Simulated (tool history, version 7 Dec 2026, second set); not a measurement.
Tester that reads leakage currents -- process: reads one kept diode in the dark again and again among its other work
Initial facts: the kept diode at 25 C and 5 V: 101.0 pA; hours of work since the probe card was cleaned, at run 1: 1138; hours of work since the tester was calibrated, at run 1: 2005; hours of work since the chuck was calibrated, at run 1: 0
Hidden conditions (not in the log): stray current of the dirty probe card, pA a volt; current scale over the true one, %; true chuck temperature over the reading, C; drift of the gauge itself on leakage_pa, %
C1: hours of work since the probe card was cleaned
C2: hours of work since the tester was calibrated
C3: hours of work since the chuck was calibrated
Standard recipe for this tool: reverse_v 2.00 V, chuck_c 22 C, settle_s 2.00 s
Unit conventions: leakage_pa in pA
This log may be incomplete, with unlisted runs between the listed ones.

{"run": 1, "hour": 0.0, "reverse_v": 2.0, "chuck_c": 22, "settle_s": 2.0, "C1": 1138, "C2": 2005, "C3": 0, "leakage_pa": 46.22}
{"run": 2, "hour": 130.2, "reverse_v": 2.0, "chuck_c": 22, "settle_s": 2.0, "C1": 1231, "C2": 2098, "C3": 93, "leakage_pa": 45.21}
{"run": 3, "hour": 313.3, "reverse_v": 2.0, "chuck_c": 22, "settle_s": 2.0, "C1": 1361, "C2": 2228, "C3": 224, "leakage_pa": 44.36}
{"run": 4, "hour": 505.0, "reverse_v": 2.0, "chuck_c": 22, "settle_s": 2.0, "C1": 1498, "C2": 2365, "C3": 360, "leakage_pa": 43.6}
{"run": 5, "hour": 638.8, "reverse_v": 2.0, "chuck_c": 22, "settle_s": 2.0, "C1": 1594, "C2": 2460, "C3": 456, "leakage_pa": 42.72}
{"run": 6, "hour": 746.7, "reverse_v": 2.0, "chuck_c": 22, "settle_s": 2.0, "C1": 1671, "C2": 2537, "C3": 533, "leakage_pa": 42.24}
{"hour": 799.5, "done": "tester calibrated"}
{"run": 7, "hour": 865.4, "reverse_v": 2.0, "chuck_c": 22, "settle_s": 2.0, "C1": 1754, "C2": 47, "C3": 616, "leakage_pa": 41.72}
{"run": 8, "hour": 1060.4, "reverse_v": 13.26, "chuck_c": 22, "settle_s": 2.0, "C1": 1893, "C2": 186, "C3": 755, "leakage_pa": 123.7}
{"hour": 1257.5, "done": "tester calibrated, once more"}
{"run": 9, "hour": 1265.6, "reverse_v": 13.26, "chuck_c": 22, "settle_s": 2.0, "C1": 2038, "C2": 6, "C3": 900, "leakage_pa": 122.14}
{"hour": 1467.8, "done": "chuck's temperature calibrated"}
{"run": 10, "hour": 1473.3, "reverse_v": 13.26, "chuck_c": 22, "settle_s": 2.0, "C1": 2185, "C2": 153, "C3": 4, "leakage_pa": 142.28}
{"run": 11, "hour": 1606.0, "reverse_v": 13.26, "chuck_c": 22, "settle_s": 2.0, "C1": 2279, "C2": 247, "C3": 99, "leakage_pa": 140.64}
{"run": 12, "hour": 1795.9, "reverse_v": 2.0, "chuck_c": 22, "settle_s": 2.0, "C1": 2415, "C2": 383, "C3": 234, "leakage_pa": 45.46}
{"run": 13, "hour": 1960.8, "reverse_v": 2.0, "chuck_c": 22, "settle_s": 2.0, "C1": 2533, "C2": 500, "C3": 352, "leakage_pa": 44.59}
{"run": 14, "hour": 2089.6, "reverse_v": 2.0, "chuck_c": 22, "settle_s": 4.32, "C1": 2624, "C2": 592, "C3": 444, "leakage_pa": 44.09}
{"run": 15, "hour": 2251.8, "reverse_v": 2.0, "chuck_c": 53, "settle_s": 2.0, "C1": 2740, "C2": 708, "C3": 559, "leakage_pa": 458.34}
{"run": 16, "hour": 2421.9, "reverse_v": 2.0, "chuck_c": 53, "settle_s": 2.0, "C1": 2862, "C2": 829, "C3": 681, "leakage_pa": 449.51}
{"run": 17, "hour": 2584.2, "reverse_v": 2.0, "chuck_c": 53, "settle_s": 2.0, "C1": 2977, "C2": 945, "C3": 797, "leakage_pa": 443.6}
{"run": 18, "hour": 2739.5, "reverse_v": 2.0, "chuck_c": 53, "settle_s": 2.0, "C1": 3088, "C2": 1056, "C3": 907, "leakage_pa": 436.99}
{"run": 19, "hour": 2852.2, "reverse_v": 2.0, "chuck_c": 53, "settle_s": 0.3, "C1": 3169, "C2": 1136, "C3": 988, "leakage_pa": 433.65}
{"hour": 2926.0, "done": "chuck's temperature calibrated"}
{"run": 20, "hour": 2956.0, "reverse_v": 10.29, "chuck_c": 22, "settle_s": 2.0, "C1": 3241, "C2": 1209, "C3": 21, "leakage_pa": 121.02}
{"run": 21, "hour": 3091.0, "reverse_v": 4.51, "chuck_c": 22, "settle_s": 1.52, "C1": 3338, "C2": 1305, "C3": 118, "leakage_pa": 73.63}
{"hour": 3128.9, "done": "probe card cleaned and baked"}
{"run": 22, "hour": 3249.8, "reverse_v": 2.0, "chuck_c": 45, "settle_s": 0.64, "C1": 86, "C2": 1417, "C3": 229, "leakage_pa": 266.78}
{"run": 23, "hour": 3370.4, "reverse_v": 2.0, "chuck_c": 45, "settle_s": 0.64, "C1": 172, "C2": 1503, "C3": 315, "leakage_pa": 263.06}
{"run": 24, "hour": 3470.6, "reverse_v": 1.92, "chuck_c": 22, "settle_s": 2.0, "C1": 244, "C2": 1574, "C3": 386, "leakage_pa": 42.43}
{"run": 25, "hour": 3640.5, "reverse_v": 1.92, "chuck_c": 22, "settle_s": 2.0, "C1": 365, "C2": 1695, "C3": 508, "leakage_pa": 41.52}
{"run": 26, "hour": 3760.2, "reverse_v": 1.92, "chuck_c": 22, "settle_s": 2.0, "C1": 450, "C2": 1781, "C3": 593, "leakage_pa": 41.03}
{"run": 27, "hour": 3965.1, "reverse_v": 1.08, "chuck_c": 22, "settle_s": 0.85, "C1": 597, "C2": 1927, "C3": 739, "leakage_pa": 28.94}
{"run": 28, "hour": 4057.9, "reverse_v": 1.08, "chuck_c": 22, "settle_s": 0.85, "C1": 663, "C2": 1993, "C3": 805, "leakage_pa": 28.59}
{"run": 29, "hour": 4160.4, "reverse_v": 1.08, "chuck_c": 22, "settle_s": 0.85, "C1": 736, "C2": 2066, "C3": 879, "leakage_pa": 28.41}
{"run": 30, "hour": 4361.7, "reverse_v": 3.36, "chuck_c": 25, "settle_s": 2.0, "C1": 880, "C2": 2210, "C3": 1022, "leakage_pa": 67.97}
{"hour": 4381.0, "done": "chuck's temperature calibrated"}
{"run": 31, "hour": 4532.0, "reverse_v": 3.36, "chuck_c": 25, "settle_s": 2.0, "C1": 1000, "C2": 2330, "C3": 108, "leakage_pa": 78.55}
{"run": 32, "hour": 4696.4, "reverse_v": 16.61, "chuck_c": 45, "settle_s": 2.58, "C1": 1117, "C2": 2447, "C3": 225, "leakage_pa": 913.34}
{"run": 33, "hour": 4828.6, "reverse_v": 16.61, "chuck_c": 45, "settle_s": 0.46, "C1": 1211, "C2": 2542, "C3": 319, "leakage_pa": 905.73}
{"hour": 4879.0, "done": "tester calibrated"}
{"run": 34, "hour": 5001.1, "reverse_v": 18.69, "chuck_c": 34, "settle_s": 2.0, "C1": 1333, "C2": 87, "C3": 441, "leakage_pa": 417.91}
{"run": 35, "hour": 5173.8, "reverse_v": 2.0, "chuck_c": 30, "settle_s": 2.0, "C1": 1456, "C2": 210, "C3": 564, "leakage_pa": 81.87}
{"run": 36, "hour": 5280.5, "reverse_v": 2.0, "chuck_c": 23, "settle_s": 6.96, "C1": 1532, "C2": 287, "C3": 640, "leakage_pa": 45.67}
{"run": 37, "hour": 5385.8, "reverse_v": 2.26, "chuck_c": 45, "settle_s": 6.96, "C1": 1607, "C2": 362, "C3": 716, "leakage_pa": 270.01}
{"run": 38, "hour": 5597.0, "reverse_v": 12.5, "chuck_c": 31, "settle_s": 6.96, "C1": 1758, "C2": 512, "C3": 866, "leakage_pa": 245.3}
{"run": 39, "hour": 5718.4, "reverse_v": 12.5, "chuck_c": 31, "settle_s": 6.96, "C1": 1845, "C2": 599, "C3": 953, "leakage_pa": 242.34}

Alternative continuations, all from the tool just after run 39; predict every row:
{"hour": 5833.3, "done": "chuck's temperature calibrated"}
{"run": "A", "hour": 5933.3, "reverse_v": 3.34, "chuck_c": 31, "settle_s": 0.62, "C1": 1997, "C2": 751, "C3": 71, "leakage_pa": "?"}
{"hour": 5833.3, "done": "chuck's temperature calibrated"}
{"run": "B", "hour": 5933.3, "reverse_v": 3.64, "chuck_c": 23, "settle_s": 4.22, "C1": 1997, "C2": 751, "C3": 71, "leakage_pa": "?"}
{"hour": 5833.3, "done": "chuck's temperature calibrated"}
{"run": "C", "hour": 5933.3, "reverse_v": 2.0, "chuck_c": 28, "settle_s": 2.0, "C1": 1997, "C2": 751, "C3": 71, "leakage_pa": "?"}
{"hour": 5833.3, "done": "chuck's temperature calibrated"}
{"run": "D", "hour": 5933.3, "reverse_v": 1.18, "chuck_c": 31, "settle_s": 6.96, "C1": 1997, "C2": 751, "C3": 71, "leakage_pa": "?"}

run=A leakage_pa=129.04
run=B leakage_pa=70.56
run=C leakage_pa=74.86
run=D leakage_pa=69.80
The same runs, with their run-to-run variation unchanged, on a tool lacking any hidden condition would have given:
run=A leakage_pa=131.91
run=B leakage_pa=71.98
run=C leakage_pa=76.57
run=D leakage_pa=71.45
